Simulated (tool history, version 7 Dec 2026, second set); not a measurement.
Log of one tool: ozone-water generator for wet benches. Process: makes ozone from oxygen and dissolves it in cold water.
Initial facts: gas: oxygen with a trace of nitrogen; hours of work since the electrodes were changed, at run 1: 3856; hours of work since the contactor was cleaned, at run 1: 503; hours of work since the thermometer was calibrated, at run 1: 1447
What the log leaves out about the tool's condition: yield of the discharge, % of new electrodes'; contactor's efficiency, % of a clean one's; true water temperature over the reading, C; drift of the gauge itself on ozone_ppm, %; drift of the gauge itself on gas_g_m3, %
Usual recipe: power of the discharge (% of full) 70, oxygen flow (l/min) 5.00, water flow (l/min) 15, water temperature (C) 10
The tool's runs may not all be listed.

run	hour	power of the discharge (% of full)	oxygen flow (l/min)	water flow (l/min)	water temperature (C)	hours of work since the electrodes were changed	hours of work since the contactor was cleaned	hours of work since the thermometer was calibrated	dissolved ozone (ppm)	ozone in the gas ahead of the water (g/m3)
1	0.0	70	5.00	15	10	3856	503	1447	33.3	256.6
2	69.0	70	5.00	15	10	3898	546	1489	33.1	257.5
3	203.8	70	5.00	15	10	3982	629	1573	33.3	257.0
4	351.4	70	5.00	15	10	4073	720	1664	33.2	254.2
5	446.3	70	5.00	15	10	4131	779	1723	32.6	253.5
6	572.0	70	5.00	15	10	4209	857	1800	32.9	254.8
7	653.8	70	5.00	15	10	4260	907	1851	32.6	254.9
8	807.8	70	5.00	15	10	4355	1002	1946	32.9	257.5
9	903.1	70	5.00	15	10	4414	1061	2005	32.9	252.4
10	978.5	70	5.00	15	10	4460	1108	2052	32.8	255.1
11	1124.2	70	5.00	15	10	4550	1198	2142	32.6	253.4
12	1241.0	70	5.00	15	10	4623	1270	2214	32.5	247.2
13	1381.7	90	5.00	15	10	4710	1357	2301	38.5	294.0
14	1511.5	90	5.00	15	10	4790	1437	2381	38.2	294.2
15	1648.6	90	5.00	15	10	4875	1522	2466	37.8	296.7
16	1790.6	70	5.00	15	10	4962	1610	2554	32.5	251.4
17	1874.7	70	3.08	15	9	5014	1662	2605	34.4	353.8
18	1973.4	70	3.08	15	9	5075	1723	2666	33.8	349.6
19	2123.7	87	6.60	15	10	5168	1816	2759	35.3	236.4
20	2261.1	78	8.69	15	6	5253	1901	2844	33.1	183.1
21	2357.0	47	7.33	12	17	5312	1960	2904	23.2	150.8
# hour 2395.0: water thermometer calibrated
22	2496.8	47	7.33	12	17	5399	2046	63	23.4	148.0
23	2630.4	79	5.00	15	11	5481	2129	145	34.1	267.9
24	2713.4	70	5.00	9	6	5532	2180	197	48.8	248.4
25	2833.3	70	5.00	9	6	5607	2254	271	49.2	247.9
26	2920.3	70	5.00	9	6	5660	2308	325	48.3	247.7
27	3029.2	48	5.00	15	8	5728	2375	392	25.8	194.1
28	3135.0	70	7.26	12	14	5793	2440	457	32.0	191.7
29	3291.2	70	6.08	15	14	5890	2537	554	28.8	217.6
30	3446.0	70	6.08	15	14	5985	2633	650	28.8	215.1
31	3561.0	66	5.00	15	11	6056	2704	721	30.1	237.9
32	3666.9	42	5.27	15	6	6122	2769	786	24.0	171.7

How would selected steps in dissolved ozone (ppm) from run to run divide? Give the signed amount a tool lacking its hidden state would still show from settings, what came in and random variation, and the signed amount left for the hidden state, including any gauge scatter that is not in both of the compared results.
Run 20 -> 21: power of the discharge (% of full) 78 -> 47, oxygen flow (l/min) 8.69 -> 7.33, water flow (l/min) 15 -> 12, water temperature (C) 6 -> 17. dissolved ozone (ppm) -9.9: hidden state +1.9, all else -11.8.
Run 22 -> 23: power of the discharge (% of full) 47 -> 79, oxygen flow (l/min) 7.33 -> 5.00, water flow (l/min) 12 -> 15, water temperature (C) 17 -> 11. dissolved ozone (ppm) +10.7: hidden state -2.2, all else +12.9.
Run 23 -> 24: power of the discharge (% of full) 79 -> 70, water flow (l/min) 15 -> 9, water temperature (C) 11 -> 6. dissolved ozone (ppm) +14.7: hidden state -1.4, all else +16.1.
Run 26 -> 27: power of the discharge (% of full) 70 -> 48, water flow (l/min) 9 -> 15, water temperature (C) 6 -> 8. dissolved ozone (ppm) -22.5: hidden state +3.2, all else -25.7.
